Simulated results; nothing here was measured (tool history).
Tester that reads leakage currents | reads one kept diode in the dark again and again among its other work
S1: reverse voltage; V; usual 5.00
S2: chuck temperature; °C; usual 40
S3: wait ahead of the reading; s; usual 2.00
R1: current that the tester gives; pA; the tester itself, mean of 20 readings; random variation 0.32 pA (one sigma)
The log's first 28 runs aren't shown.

run	hour	S1	S2	S3	R1
29	3313.3	5.00	46	0.63	165.52
30	3484.2	3.75	46	4.44	137.74
31	3607.3	8.58	23	0.73	47.39
32	3707.1	8.19	50	2.00	278.34
33	3813.7	5.00	40	0.60	105.83
34	3919.4	1.59	39	2.00	50.22
35	4023.5	1.59	39	2.00	49.95
36	4148.7	2.54	40	1.40	69.78
# hour 4227.9: probe card cleaned and baked
37	4242.9	6.44	21	8.20	22.07
# hour 4347.0: chuck's temperature calibrated
38	4387.1	3.27	40	0.32	88.24
39	4552.4	2.67	58	7.98	285.22

Forecast each of these 4 alternatives for the next run:
A	4655.7	11.15	58	7.98	?
B	4655.7	2.67	58	1.94	?
C	4655.7	5.00	40	1.04	?
D	4655.7	6.61	35	0.90	?

run	R1
A	604.62
B	282.00
C	107.63
D	84.67
Without the tool's hidden state the same runs would have given:
run	R1
A	608.11
B	284.07
C	107.91
D	84.47
